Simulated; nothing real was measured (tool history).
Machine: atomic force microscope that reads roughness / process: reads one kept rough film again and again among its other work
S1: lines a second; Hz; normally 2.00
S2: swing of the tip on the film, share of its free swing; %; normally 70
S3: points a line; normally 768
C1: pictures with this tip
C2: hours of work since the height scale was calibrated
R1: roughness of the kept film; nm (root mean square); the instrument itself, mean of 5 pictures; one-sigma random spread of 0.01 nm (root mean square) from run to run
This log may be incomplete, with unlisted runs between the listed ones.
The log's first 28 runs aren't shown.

{"run": 29, "hour": 603.1, "S1": 1.44, "S2": 89, "S3": 768, "C1": 235, "C2": 57, "R1": 1.68}
{"run": 30, "hour": 622.4, "S1": 1.44, "S2": 89, "S3": 940, "C1": 278, "C2": 71, "R1": 1.608}
{"run": 31, "hour": 637.9, "S1": 0.81, "S2": 72, "S3": 980, "C1": 312, "C2": 83, "R1": 1.704}
{"hour": 650.5, "done": "height scale calibrated on a step standard, once more"}
{"run": 32, "hour": 661.7, "S1": 1.14, "S2": 86, "S3": 566, "C1": 362, "C2": 8, "R1": 1.522}
{"hour": 668.4, "done": "new tip fitted"}
{"run": 33, "hour": 686.0, "S1": 1.14, "S2": 86, "S3": 566, "C1": 39, "C2": 25, "R1": 2.134}
{"run": 34, "hour": 703.3, "S1": 1.1, "S2": 89, "S3": 768, "C1": 77, "C2": 38, "R1": 2.026}
{"run": 35, "hour": 729.0, "S1": 1.1, "S2": 89, "S3": 768, "C1": 134, "C2": 57, "R1": 1.891}
{"run": 36, "hour": 748.3, "S1": 1.1, "S2": 89, "S3": 768, "C1": 177, "C2": 70, "R1": 1.8}
{"run": 37, "hour": 767.4, "S1": 2.15, "S2": 70, "S3": 379, "C1": 219, "C2": 84, "R1": 1.743}
{"run": 38, "hour": 787.5, "S1": 2.15, "S2": 70, "S3": 379, "C1": 263, "C2": 99, "R1": 1.671}
{"run": 39, "hour": 818.9, "S1": 1.55, "S2": 70, "S3": 258, "C1": 333, "C2": 122, "R1": 1.564}

Here are 5 independent what-if runs from the current tool condition. What would each one return?
{"hour": 837.9, "done": "new tip fitted"}
{"run": "A", "hour": 839.4, "S1": 2.0, "S2": 70, "S3": 641, "C1": 3, "C2": 136, "R1": "?"}
{"hour": 837.9, "done": "new tip fitted"}
{"run": "B", "hour": 839.4, "S1": 1.32, "S2": 82, "S3": 363, "C1": 3, "C2": 136, "R1": "?"}
{"hour": 837.9, "done": "new tip fitted"}
{"run": "C", "hour": 839.4, "S1": 0.54, "S2": 70, "S3": 793, "C1": 3, "C2": 136, "R1": "?"}
{"hour": 837.9, "done": "new tip fitted"}
{"run": "D", "hour": 839.4, "S1": 3.38, "S2": 70, "S3": 768, "C1": 3, "C2": 136, "R1": "?"}
{"hour": 837.9, "done": "new tip fitted"}
{"run": "E", "hour": 839.4, "S1": 0.83, "S2": 89, "S3": 1020, "C1": 3, "C2": 136, "R1": "?"}

run=A R1=2.269
run=B R1=2.212
run=C R1=2.375
run=D R1=2.177
run=E R1=2.265
Stripped of hidden state, with their random variation kept, the same runs would have yielded:
run=A R1=2.277
run=B R1=2.220
run=C R1=2.384
run=D R1=2.186
run=E R1=2.274

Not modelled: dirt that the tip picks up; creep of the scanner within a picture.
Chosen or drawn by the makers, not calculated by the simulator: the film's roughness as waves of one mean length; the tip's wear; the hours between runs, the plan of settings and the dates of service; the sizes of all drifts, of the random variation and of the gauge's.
